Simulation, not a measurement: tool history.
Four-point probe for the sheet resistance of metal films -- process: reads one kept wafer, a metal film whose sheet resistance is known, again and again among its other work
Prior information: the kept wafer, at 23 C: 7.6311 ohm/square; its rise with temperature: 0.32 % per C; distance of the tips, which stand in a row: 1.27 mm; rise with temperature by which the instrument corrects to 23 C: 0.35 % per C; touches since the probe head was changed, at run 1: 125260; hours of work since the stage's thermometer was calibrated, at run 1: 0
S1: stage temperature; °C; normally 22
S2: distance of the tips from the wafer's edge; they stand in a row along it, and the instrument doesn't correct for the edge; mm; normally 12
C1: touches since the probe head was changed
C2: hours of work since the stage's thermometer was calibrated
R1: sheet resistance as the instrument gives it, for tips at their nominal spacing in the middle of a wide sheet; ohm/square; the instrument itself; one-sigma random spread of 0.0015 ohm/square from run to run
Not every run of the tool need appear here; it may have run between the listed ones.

run 1 hour=0 | S1=22 S2=12 | C1=125260 C2=0 | R1=7.714661
run 2 hour=102.3 | S1=22 S2=12 | C1=130684 C2=63 | R1=7.715385
run 3 hour=154 | S1=22 S2=12 | C1=133431 C2=94 | R1=7.713277
run 4 hour=261.4 | S1=22 S2=12 | C1=139128 C2=160 | R1=7.717854
run 5 hour=336.8 | S1=22 S2=12 | C1=143126 C2=206 | R1=7.720409
run 6 hour=406.9 | S1=22 S2=8 | C1=146842 C2=249 | R1=7.779445
run 7 hour=517.3 | S1=20 S2=12 | C1=152702 C2=317 | R1=7.725862
run 8 hour=592.3 | S1=20 S2=12 | C1=156679 C2=363 | R1=7.728768
-- hour=670.2 new probe head fitted
run 9 hour=702.6 | S1=20 S2=12 | C1=1719 C2=430 | R1=7.688973
run 10 hour=806.9 | S1=22 S2=12 | C1=7252 C2=494 | R1=7.684161
run 11 hour=911.7 | S1=22 S2=12 | C1=12809 C2=558 | R1=7.687732
run 12 hour=1019.9 | S1=22 S2=12 | C1=18551 C2=625 | R1=7.687918
run 13 hour=1127.8 | S1=22 S2=49 | C1=24274 C2=691 | R1=7.649195
run 14 hour=1180.5 | S1=22 S2=12 | C1=27067 C2=723 | R1=7.693678
run 15 hour=1229.4 | S1=22 S2=12 | C1=29664 C2=753 | R1=7.697346
run 16 hour=1310.2 | S1=22 S2=12 | C1=33946 C2=803 | R1=7.695992
run 17 hour=1375.2 | S1=22 S2=12 | C1=37396 C2=842 | R1=7.698215
run 18 hour=1481.3 | S1=22 S2=12 | C1=43024 C2=908 | R1=7.695677
run 19 hour=1565.3 | S1=22 S2=12 | C1=47480 C2=959 | R1=7.69972
run 20 hour=1669 | S1=22 S2=12 | C1=52979 C2=1023 | R1=7.703382
run 21 hour=1758.2 | S1=22 S2=12 | C1=57715 C2=1077 | R1=7.705782
run 22 hour=1822.7 | S1=22 S2=6 | C1=61133 C2=1117 | R1=7.838692
run 23 hour=1905.2 | S1=22 S2=6 | C1=65509 C2=1167 | R1=7.839563
run 24 hour=1977.1 | S1=22 S2=6 | C1=69323 C2=1211 | R1=7.84352
run 25 hour=2082.5 | S1=23 S2=57 | C1=74912 C2=1276 | R1=7.663912
run 26 hour=2129 | S1=23 S2=57 | C1=77381 C2=1305 | R1=7.666475
run 27 hour=2240.8 | S1=22 S2=21 | C1=83312 C2=1373 | R1=7.683698
run 28 hour=2345.2 | S1=30 S2=34 | C1=88850 C2=1437 | R1=7.662222
run 29 hour=2457.7 | S1=30 S2=34 | C1=94818 C2=1506 | R1=7.663006
run 30 hour=2546 | S1=24 S2=11 | C1=99499 C2=1560 | R1=7.726268
run 31 hour=2655.8 | S1=19 S2=16 | C1=105327 C2=1628 | R1=7.707218
run 32 hour=2729.2 | S1=29 S2=16 | C1=109219 C2=1673 | R1=7.688427
run 33 hour=2788.7 | S1=29 S2=16 | C1=112375 C2=1709 | R1=7.693452
run 34 hour=2896.1 | S1=25 S2=11 | C1=118074 C2=1775 | R1=7.732401
run 35 hour=2946.8 | S1=19 S2=65 | C1=120764 C2=1806 | R1=7.689881
run 36 hour=3013.2 | S1=24 S2=57 | C1=124282 C2=1847 | R1=7.680857
run 37 hour=3127.7 | S1=22 S2=32 | C1=130358 C2=1917 | R1=7.693383
run 38 hour=3208.8 | S1=22 S2=32 | C1=134658 C2=1967 | R1=7.693352
run 39 hour=3322.8 | S1=31 S2=15 | C1=140709 C2=2037 | R1=7.702955
run 40 hour=3398.5 | S1=31 S2=15 | C1=144722 C2=2083 | R1=7.704498
run 41 hour=3501.7 | S1=21 S2=58 | C1=150197 C2=2146 | R1=7.697002
run 42 hour=3602.9 | S1=30 S2=47 | C1=155563 C2=2208 | R1=7.684293
run 43 hour=3691.1 | S1=32 S2=57 | C1=160244 C2=2262 | R1=7.678939

Run 44 comes next. What will it give?
-- hour=3698.4 new probe head fitted
run 44 hour=3768.5 | S1=32 S2=57 | C1=3716 C2=2309 | R1=?

Logged for run 44: R1 7.629825 ohm/square.
Minus the tool's unlogged condition, the same run would have read R1 7.617918 ohm/square.

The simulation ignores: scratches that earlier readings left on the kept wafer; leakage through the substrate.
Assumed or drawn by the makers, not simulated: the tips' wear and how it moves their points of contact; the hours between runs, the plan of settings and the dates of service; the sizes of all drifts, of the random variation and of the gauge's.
